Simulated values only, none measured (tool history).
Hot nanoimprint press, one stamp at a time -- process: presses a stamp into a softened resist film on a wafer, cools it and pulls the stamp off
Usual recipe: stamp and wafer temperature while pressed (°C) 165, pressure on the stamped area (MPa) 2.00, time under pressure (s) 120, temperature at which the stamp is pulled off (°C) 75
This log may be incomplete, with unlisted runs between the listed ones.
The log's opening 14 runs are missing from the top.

run   hour  stamp and wafer temperature while pressed (°C)  pressure on the stamped area (MPa)  time under pressure (s)  temperature at which the stamp is pulled off (°C)  resist left under the stamp's widest pad (angstrom)  greatest force while the stamp is pulled off (N)
 15  281.5                                             165                                2.00                      120                                                 75                                                 1236                                               257
     295.4  -- stamp cleaned and given a new release coat
 16  312.6                                             165                                1.31                      120                                                 75                                                 1489                                               221
 17  326.9                                             165                                2.66                      120                                                 75                                                 1082                                               216
 18  351.4                                             165                                2.66                      120                                                 75                                                 1078                                               221
 19  368.2                                             165                                2.70                      120                                                 75                                                 1067                                               221
     375.2  -- plate thermocouple calibrated
 20  396.1                                             165                                2.00                       78                                                 62                                                 1513                                               286
 21  422.0                                             165                                2.00                       78                                                 62                                                 1497                                               293
 22  440.2                                             171                                2.71                       76                                                 68                                                  899                                               258
 23  464.5                                             165                                2.00                      149                                                 75                                                 1182                                               237
 24  490.0                                             165                                2.42                      120                                                 75                                                 1160                                               242
 25  501.6                                             162                                2.00                      120                                                 70                                                 1543                                               270
 26  515.6                                             162                                2.00                      120                                                 70                                                 1526                                               261
 27  534.9                                             162                                2.00                      120                                                 70                                                 1538                                               274
 28  552.5                                             165                                2.00                       75                                                 62                                                 1508                                               309
     567.4  -- stamp cleaned and given a new release coat
 29  577.6                                             165                                2.00                       75                                                 62                                                 1496                                               256
 30  589.5                                             165                                2.00                       75                                                 62                                                 1489                                               263
 31  605.9                                             165                                2.00                       75                                                 62                                                 1481                                               267

Branching from run 31: 3 alternative next runs. What would each branch give?
  A  622.4                                             165                                2.00                       75                                                 60                                                    ?                                                 ?
  B  622.4                                             172                                1.70                      120                                                 75                                                    ?                                                 ?
  C  622.4                                             165                                2.09                      120                                                 72                                                    ?                                                 ?

run  resist left under the stamp's widest pad (angstrom)  greatest force while the stamp is pulled off (N)
  A                                                 1491                                               279
  B                                                  860                                               223
  C                                                 1241                                               234
With no hidden state in the tool, these same runs would have given:
run  resist left under the stamp's widest pad (angstrom)  greatest force while the stamp is pulled off (N)
  A                                                 1524                                               272
  B                                                  881                                               218
  C                                                 1270                                               228
